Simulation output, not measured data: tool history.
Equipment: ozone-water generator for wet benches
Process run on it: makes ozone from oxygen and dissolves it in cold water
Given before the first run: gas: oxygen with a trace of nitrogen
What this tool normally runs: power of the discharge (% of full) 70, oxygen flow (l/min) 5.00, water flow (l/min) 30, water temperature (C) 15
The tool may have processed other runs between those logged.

| run | hour | power of the discharge (% of full) | oxygen flow (l/min) | water flow (l/min) | water temperature (C) | dissolved ozone (ppm) | ozone in the gas ahead of the water (g/m3) |
|---|---|---|---|---|---|---|---|
| 1 | 0.0 | 70 | 5.00 | 30 | 15 | 14.0 | 190.1 |
| 2 | 112.1 | 70 | 5.00 | 30 | 15 | 13.9 | 191.5 |
| 3 | 182.1 | 70 | 5.00 | 30 | 14 | 14.1 | 190.5 |
| 4 | 285.8 | 70 | 5.00 | 18 | 15 | 22.1 | 190.9 |
| 5 | 375.3 | 70 | 5.00 | 18 | 15 | 21.6 | 192.1 |
| 6 | 461.6 | 70 | 5.00 | 18 | 15 | 22.2 | 191.8 |
| 7 | 564.9 | 70 | 5.00 | 30 | 15 | 14.0 | 188.0 |
| 8 | 702.9 | 70 | 5.00 | 30 | 15 | 14.0 | 189.7 |
| 9 | 764.3 | 70 | 5.00 | 30 | 15 | 13.9 | 189.3 |
| 10 | 871.7 | 70 | 5.00 | 30 | 15 | 13.7 | 189.5 |
| 11 | 937.7 | 70 | 5.00 | 30 | 11 | 14.5 | 190.6 |
| 12 | 1045.6 | 44 | 5.00 | 30 | 11 | 10.8 | 144.6 |
| 13 | 1112.2 | 70 | 5.00 | 30 | 15 | 13.8 | 189.2 |
| 14 | 1218.2 | 70 | 5.00 | 30 | 15 | 13.8 | 188.1 |
| 15 | 1303.0 | 70 | 5.00 | 30 | 15 | 13.6 | 189.5 |
| 16 | 1414.5 | 70 | 5.00 | 30 | 15 | 13.8 | 188.1 |
| 17 | 1553.0 | 44 | 5.00 | 30 | 15 | 10.4 | 142.4 |
| 18 | 1663.7 | 61 | 5.00 | 47 | 15 | 7.9 | 173.9 |
| 19 | 1722.7 | 70 | 3.62 | 30 | 18 | 12.7 | 227.1 |
| 20 | 1805.9 | 70 | 3.62 | 30 | 18 | 12.7 | 227.1 |
| 21 | 1872.8 | 70 | 3.62 | 30 | 18 | 12.9 | 227.3 |
| 22 | 1945.6 | 70 | 5.01 | 30 | 19 | 13.0 | 185.2 |
| 23 | 2060.0 | 48 | 5.00 | 23 | 15 | 14.0 | 150.2 |
| 24 | 2130.3 | 65 | 7.22 | 30 | 13 | 13.3 | 144.4 |
| 25 | 2236.0 | 65 | 7.22 | 30 | 13 | 13.6 | 143.9 |
| 26 | 2327.9 | 65 | 7.22 | 30 | 13 | 13.7 | 142.7 |
|  | 2423.2 | water thermometer calibrated |
| 27 | 2439.6 | 65 | 7.22 | 30 | 13 | 13.6 | 142.6 |
| 28 | 2574.0 | 64 | 5.00 | 27 | 15 | 14.2 | 175.7 |
| 29 | 2666.8 | 64 | 5.00 | 27 | 15 | 14.1 | 172.6 |
| 30 | 2808.3 | 64 | 5.00 | 27 | 15 | 14.1 | 175.6 |
| 31 | 2885.7 | 64 | 5.00 | 27 | 15 | 14.1 | 172.0 |
| 32 | 2945.7 | 64 | 4.35 | 27 | 17 | 13.6 | 189.1 |

Measured result minus the same run's result without the hidden state. Both carry the same run-to-run variation, though not necessarily the same gauge scatter:
What the log doesn't record here: yield of the discharge, % of new electrodes'; contactor's efficiency, % of a clean one's; true water temperature over the reading, C; drift of the gauge itself on ozone_ppm, %; drift of the gauge itself on gas_g_m3, %.
| run | dissolved ozone (ppm) | ozone in the gas ahead of the water (g/m3) |
|---|---|---|
| 1 | -1.1 | -13.2 |
| 2 | -1.2 | -13.7 |
| 3 | -1.1 | -13.8 |
| 4 | -1.9 | -14.2 |
| 5 | -1.9 | -14.5 |
| 6 | -2.0 | -14.7 |
| 7 | -1.2 | -14.8 |
| 8 | -1.3 | -15.4 |
| 9 | -1.3 | -15.5 |
| 10 | -1.4 | -16.0 |
| 11 | -1.4 | -16.2 |
| 12 | -0.8 | -8.9 |
| 13 | -1.4 | -16.6 |
| 14 | -1.4 | -17.0 |
| 15 | -1.5 | -17.4 |
| 16 | -1.5 | -17.5 |
| 17 | -0.9 | -9.6 |
| 18 | -0.8 | -15.4 |
| 19 | -1.5 | -22.4 |
| 20 | -1.5 | -22.7 |
| 21 | -1.5 | -22.9 |
| 22 | -1.6 | -19.0 |
| 23 | -1.4 | -11.9 |
| 24 | -1.7 | -14.6 |
| 25 | -1.7 | -14.7 |
| 26 | -1.7 | -14.9 |
| 27 | -1.7 | -15.1 |
| 28 | -1.7 | -18.7 |
| 29 | -1.8 | -18.7 |
| 30 | -1.8 | -19.3 |
| 31 | -1.8 | -19.3 |
| 32 | -1.8 | -21.4 |
